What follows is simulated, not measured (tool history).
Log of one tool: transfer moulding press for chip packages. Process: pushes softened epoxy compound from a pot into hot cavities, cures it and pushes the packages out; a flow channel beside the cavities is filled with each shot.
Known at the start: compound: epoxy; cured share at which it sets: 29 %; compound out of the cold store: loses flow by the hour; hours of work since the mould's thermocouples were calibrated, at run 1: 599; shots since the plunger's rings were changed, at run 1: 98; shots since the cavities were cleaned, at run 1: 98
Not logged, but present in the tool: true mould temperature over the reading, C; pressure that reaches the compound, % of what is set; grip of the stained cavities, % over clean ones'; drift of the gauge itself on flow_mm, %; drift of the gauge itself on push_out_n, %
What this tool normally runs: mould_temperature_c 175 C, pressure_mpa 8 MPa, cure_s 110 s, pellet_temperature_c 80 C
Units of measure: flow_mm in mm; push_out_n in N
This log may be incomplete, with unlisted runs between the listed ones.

run,hour,mould_temperature_c,pressure_mpa,cure_s,pellet_temperature_c,hours of work since the mould's thermocouples were calibrated,shots since the plunger's rings were changed,shots since the cavities were cleaned,incoming compound's hours out of the cold store,flow_mm,push_out_n
1,0,175,8,110,80,599,98,98,27.5,734,534
2,14.6,175,8,110,80,609,273,273,14.1,784,681
3,25.7,175,8,110,71,617,407,407,38,691,718
4,48.2,175,8,115,80,633,678,678,38.5,691,780
# hour 63.2: cavities cleaned with cleaning compound and waxed
5,68.5,175,8,115,80,646,904,64,41.2,681,493
6,84.5,175,8,115,80,658,1097,257,34.8,703,660
7,104.9,175,8,115,80,672,1342,502,19.8,751,749
8,117.8,175,8,115,80,682,1497,657,8.9,798,798
9,130.6,177,8,115,80,691,1652,812,38.5,674,774
# hour 133.6: cavities cleaned with cleaning compound and waxed
10,152,177,8,115,80,705,1891,222,8.2,782,595
# hour 169: mould's thermocouples calibrated
11,178.2,179,8,110,80,7,2183,514,32.8,695,734
12,199.4,179,8,110,80,22,2439,770,22.6,722,800
# hour 205.6: cavities cleaned with cleaning compound and waxed
13,211.7,179,8,110,80,29,2568,74,19.6,736,472
14,226.9,179,8,110,80,40,2751,257,30.6,689,617
15,243.8,168,6.8,110,80,52,2954,460,17.4,713,1161

Run 16 is up next; what results do you expect?
# hour 257.9: plunger's sealing rings changed
16,264.3,175,8.25,148,71,65,77,677,47.1,?,?

flow_mm: 680 mm
push_out_n: 712 N
The same run, on a tool lacking any hidden state, would have yielded flow_mm 682 mm, push_out_n 361 N.
